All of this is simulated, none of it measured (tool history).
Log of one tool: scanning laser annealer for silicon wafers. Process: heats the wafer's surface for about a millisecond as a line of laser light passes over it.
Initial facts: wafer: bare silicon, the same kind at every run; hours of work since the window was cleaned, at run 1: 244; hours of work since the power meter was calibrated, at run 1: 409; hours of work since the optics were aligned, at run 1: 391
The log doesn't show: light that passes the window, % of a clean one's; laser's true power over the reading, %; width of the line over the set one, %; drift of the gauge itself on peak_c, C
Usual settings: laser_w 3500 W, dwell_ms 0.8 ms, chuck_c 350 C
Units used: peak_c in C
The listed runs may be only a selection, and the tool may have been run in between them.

| run | hour | laser_w | dwell_ms | chuck_c | hours of work since the window was cleaned | hours of work since the power meter was calibrated | hours of work since the optics were aligned | peak_c |
|---|---|---|---|---|---|---|---|---|
| 1 | 0 | 3500 | 0.8 | 350 | 244 | 409 | 391 | 1189 |
| 2 | 12.8 | 3500 | 0.8 | 355 | 253 | 418 | 400 | 1197 |
| 3 | 31.6 | 3500 | 0.8 | 355 | 265 | 431 | 412 | 1195 |
| 4 | 52.6 | 3500 | 0.8 | 355 | 280 | 445 | 427 | 1195 |
| 5 | 67.5 | 3500 | 0.8 | 355 | 290 | 455 | 437 | 1195 |
| 6 | 89.3 | 3500 | 0.8 | 355 | 304 | 470 | 451 | 1198 |
| 7 | 109.2 | 3500 | 0.8 | 355 | 318 | 483 | 465 | 1193 |
| 8 | 121.4 | 3481 | 0.8 | 350 | 326 | 491 | 473 | 1187 |
| 9 | 141.9 | 3481 | 0.8 | 350 | 340 | 505 | 487 | 1186 |
| 10 | 158.7 | 3481 | 0.779 | 350 | 351 | 517 | 498 | 1175 |
| 11 | 177.3 | 3481 | 0.779 | 350 | 364 | 529 | 511 | 1174 |
| 12 | 193.5 | 3481 | 0.779 | 350 | 375 | 540 | 522 | 1174 |
| 13 | 208.8 | 3481 | 0.779 | 350 | 385 | 550 | 532 | 1177 |
| 14 | 230.1 | 3500 | 0.947 | 345 | 400 | 565 | 547 | 1260 |
| 15 | 245.9 | 3342 | 0.8 | 315 | 410 | 576 | 557 | 1112 |
| 16 | 268 | 3500 | 0.619 | 387 | 425 | 591 | 572 | 1127 |
| 17 | 286.9 | 3678 | 0.881 | 388 | 438 | 603 | 585 | 1317 |
| 18 | 302.5 | 3678 | 0.881 | 388 | 449 | 614 | 596 | 1316 |
| 19 | 315.7 | 3678 | 0.881 | 329 | 458 | 623 | 604 | 1259 |
| 20 | 334.4 | 3678 | 0.881 | 329 | 470 | 635 | 617 | 1261 |
| 21 | 357.5 | 3310 | 0.8 | 368 | 486 | 651 | 633 | 1158 |
| 22 | 373.6 | 3311 | 0.66 | 348 | 497 | 662 | 644 | 1066 |
| 23 | 393.3 | 3044 | 0.957 | 326 | 510 | 675 | 657 | 1114 |
| 24 | 408.1 | 3489 | 0.991 | 385 | 520 | 685 | 667 | 1318 |
| 25 | 427.3 | 3619 | 0.8 | 376 | 533 | 698 | 680 | 1248 |

Here are 4 independent what-if runs from the current tool condition. What would each one return?
| A | 444.1 | 3307 | 0.748 | 315 | 544 | 710 | 691 | ? |
| B | 444.1 | 3587 | 0.813 | 372 | 544 | 710 | 691 | ? |
| C | 444.1 | 3717 | 0.754 | 335 | 544 | 710 | 691 | ? |
| D | 444.1 | 3619 | 0.622 | 318 | 544 | 710 | 691 | ? |

| run | peak_c |
|---|---|
| A | 1080 |
| B | 1242 |
| C | 1207 |
| D | 1086 |
Had the tool no hidden state, the same runs would have come out as:
| run | peak_c |
|---|---|
| A | 1080 |
| B | 1242 |
| C | 1207 |
| D | 1086 |
